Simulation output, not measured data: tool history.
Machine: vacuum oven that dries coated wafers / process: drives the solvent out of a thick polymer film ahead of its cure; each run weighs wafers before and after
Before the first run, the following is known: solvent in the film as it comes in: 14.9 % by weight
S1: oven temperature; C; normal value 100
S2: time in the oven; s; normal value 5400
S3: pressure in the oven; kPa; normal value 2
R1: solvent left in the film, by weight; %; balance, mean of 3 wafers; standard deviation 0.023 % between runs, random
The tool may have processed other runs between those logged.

run 1 hour=0 | S1=100 S2=5400 S3=2 | R1=2.49
run 2 hour=63.3 | S1=100 S2=5400 S3=2 | R1=2.5
run 3 hour=101.5 | S1=100 S2=5400 S3=2 | R1=2.5
run 4 hour=140.9 | S1=100 S2=4680 S3=2 | R1=2.91
run 5 hour=212 | S1=100 S2=4680 S3=2 | R1=2.93
run 6 hour=272.5 | S1=100 S2=5400 S3=2 | R1=2.49
run 7 hour=343.6 | S1=100 S2=5400 S3=6.98 | R1=5.17
run 8 hour=418 | S1=114 S2=5400 S3=2 | R1=0.85
run 9 hour=463.8 | S1=100 S2=5400 S3=2 | R1=2.5
run 10 hour=515.6 | S1=100 S2=5400 S3=2 | R1=2.49
run 11 hour=571.6 | S1=100 S2=5400 S3=2 | R1=2.46
run 12 hour=619 | S1=100 S2=6960 S3=2 | R1=1.94
-- hour=669.8 oven's thermocouples calibrated
run 13 hour=695.3 | S1=100 S2=5400 S3=2 | R1=2.62
run 14 hour=729.5 | S1=100 S2=5400 S3=2 | R1=2.62
run 15 hour=767.9 | S1=100 S2=5400 S3=2 | R1=2.63
run 16 hour=833.6 | S1=100 S2=5400 S3=2 | R1=2.63
run 17 hour=904.8 | S1=100 S2=8040 S3=3.68 | R1=2.8
run 18 hour=941 | S1=95 S2=5400 S3=2 | R1=3.78
run 19 hour=1017.1 | S1=95 S2=6600 S3=6.95 | R1=6.29
run 20 hour=1053.7 | S1=95 S2=6600 S3=6.95 | R1=6.31
run 21 hour=1087.3 | S1=102 S2=5340 S3=3.25 | R1=2.85
run 22 hour=1146.5 | S1=102 S2=5340 S3=3.25 | R1=2.87
run 23 hour=1194 | S1=102 S2=5340 S3=3.25 | R1=2.87
run 24 hour=1248.8 | S1=102 S2=5340 S3=3.25 | R1=2.84
run 25 hour=1313 | S1=101 S2=5400 S3=2 | R1=2.36
run 26 hour=1364.4 | S1=102 S2=3360 S3=2 | R1=3.58
run 27 hour=1415.2 | S1=106 S2=3360 S3=2 | R1=2.64

Run 28 comes next. What will it give?
-- hour=1454.1 oven's thermocouples calibrated
run 28 hour=1455.7 | S1=106 S2=3360 S3=2 | R1=?

{"run 28": {"R1": 2.85}}
Without the tool's hidden state the same run would have given R1 2.63 %.
